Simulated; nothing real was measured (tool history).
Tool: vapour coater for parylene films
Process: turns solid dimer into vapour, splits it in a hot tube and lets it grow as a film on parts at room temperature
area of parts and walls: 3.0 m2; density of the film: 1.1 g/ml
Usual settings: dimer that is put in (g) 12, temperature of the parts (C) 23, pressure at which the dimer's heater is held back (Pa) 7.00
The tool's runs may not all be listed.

| run | hour | dimer that is put in (g) | temperature of the parts (C) | pressure at which the dimer's heater is held back (Pa) | thickness of the film (µm) |
|---|---|---|---|---|---|
| 1 | 0.0 | 12 | 23 | 7.00 | 1.85 |
| 2 | 19.7 | 12 | 23 | 10.34 | 1.76 |
| 3 | 37.9 | 12 | 23 | 3.03 | 1.99 |
| 4 | 56.6 | 12 | 22 | 7.00 | 1.94 |
| 5 | 70.5 | 12 | 22 | 7.00 | 1.87 |
| 6 | 80.9 | 12 | 22 | 7.00 | 1.90 |
| 7 | 94.1 | 12 | 22 | 7.00 | 1.88 |
| 8 | 106.7 | 12 | 22 | 7.00 | 1.90 |
| 9 | 127.1 | 12 | 23 | 7.00 | 1.77 |
| 10 | 141.5 | 12 | 23 | 7.00 | 1.80 |
| 11 | 150.1 | 12 | 23 | 7.00 | 1.82 |
| 12 | 162.6 | 12 | 23 | 7.00 | 1.76 |
| 13 | 182.8 | 12 | 23 | 7.00 | 1.73 |
| 14 | 195.0 | 12 | 23 | 7.00 | 1.74 |
| 15 | 206.0 | 12 | 23 | 7.00 | 1.72 |
| 16 | 215.3 | 12 | 23 | 7.00 | 1.73 |
| 17 | 232.6 | 12 | 23 | 7.00 | 1.75 |
| 18 | 241.1 | 12 | 23 | 7.00 | 1.68 |
| 19 | 256.7 | 12 | 23 | 7.00 | 1.74 |
| 20 | 268.9 | 7 | 23 | 7.00 | 1.03 |
| 21 | 283.0 | 12 | 23 | 7.00 | 1.72 |
| 22 | 299.5 | 12 | 23 | 7.00 | 1.78 |
| 23 | 313.2 | 18 | 23 | 7.00 | 2.53 |
| 24 | 330.9 | 5 | 23 | 3.94 | 0.76 |
| 25 | 350.9 | 17 | 23 | 9.86 | 2.30 |
| 26 | 367.4 | 6 | 27 | 7.00 | 0.69 |
| 27 | 381.8 | 6 | 27 | 7.00 | 0.70 |
| 28 | 392.8 | 6 | 27 | 7.00 | 0.69 |
| 29 | 403.6 | 19 | 23 | 5.72 | 2.73 |
| 30 | 415.9 | 19 | 23 | 5.72 | 2.69 |
| 31 | 434.0 | 19 | 23 | 5.72 | 2.64 |
| 32 | 452.4 | 19 | 23 | 5.72 | 2.68 |
| 33 | 462.7 | 19 | 23 | 5.72 | 2.61 |
| 34 | 472.4 | 12 | 23 | 7.00 | 1.61 |
|  | 485.8 | trap's valve overhauled |
| 35 | 495.8 | 12 | 34 | 9.77 | 1.09 |
| 36 | 512.2 | 12 | 34 | 9.77 | 1.07 |
| 37 | 524.9 | 12 | 34 | 9.77 | 1.08 |
| 38 | 545.0 | 12 | 34 | 9.77 | 1.04 |
| 39 | 557.3 | 7 | 31 | 4.75 | 0.77 |
| 40 | 575.5 | 12 | 19 | 2.91 | 2.49 |
| 41 | 588.4 | 18 | 26 | 7.63 | 2.37 |
| 42 | 607.0 | 18 | 26 | 7.63 | 2.41 |
| 43 | 618.5 | 11 | 27 | 7.00 | 1.36 |
| 44 | 635.6 | 7 | 23 | 3.74 | 1.13 |
| 45 | 646.3 | 8 | 29 | 3.31 | 0.98 |
| 46 | 663.9 | 7 | 20 | 6.70 | 1.23 |

3 ways to go on from here, each from the tool as it stands after run 46. What would each give?
| A | 682.8 | 5 | 25 | 6.13 | ? |
| B | 682.8 | 9 | 16 | 2.02 | ? |
| C | 682.8 | 7 | 20 | 2.48 | ? |

| run | thickness of the film (µm) |
|---|---|
| A | 0.68 |
| B | 2.10 |
| C | 1.34 |
Without the tool's hidden state the same runs would have given:
| run | thickness of the film (µm) |
|---|---|
| A | 0.70 |
| B | 2.17 |
| C | 1.38 |
